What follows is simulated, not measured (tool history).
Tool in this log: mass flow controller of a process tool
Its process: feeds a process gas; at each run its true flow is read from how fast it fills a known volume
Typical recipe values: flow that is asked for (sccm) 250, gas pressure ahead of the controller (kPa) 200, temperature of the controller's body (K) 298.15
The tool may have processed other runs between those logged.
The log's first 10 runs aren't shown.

run,hour,flow that is asked for (sccm),gas pressure ahead of the controller (kPa),temperature of the controller's body (K),hours of work since the controller was set to zero,hours of work since the controller was changed,true flow (%)
11,1578.3,82,200,298.15,3921,3921,96.80
12,1681.7,250,200,298.15,3975,3975,99.71
13,1862.1,250,200,298.15,4069,4069,99.68
14,1977.9,250,200,298.15,4130,4130,99.72
15,2170.1,250,150,298.15,4231,4231,99.94
16,2377.0,250,150,298.15,4339,4339,99.91
17,2543.0,250,200,298.15,4426,4426,99.93
18,2645.9,250,200,298.15,4480,4480,99.87
19,2890.4,234,249,298.15,4608,4608,99.67
20,3072.4,98,223,297.15,4703,4703,97.39
21,3281.6,250,200,311.15,4813,4813,98.46
22,3416.7,250,172,304.15,4884,4884,99.23
23,3527.0,250,172,304.15,4942,4942,99.33
24,3747.2,82,246,294.15,5057,5057,96.91
25,3849.1,270,200,299.15,5110,5110,100.08
26,4026.3,270,200,299.15,5203,5203,100.04
27,4133.4,270,200,304.15,5259,5259,99.57

What does the tool deliver on the next run?
28,4307.8,270,200,304.15,5351,5351,?

true flow (%): 99.68
With the hidden condition absent and the run-to-run variation left alone, this run would have shown true flow (%) 98.12.
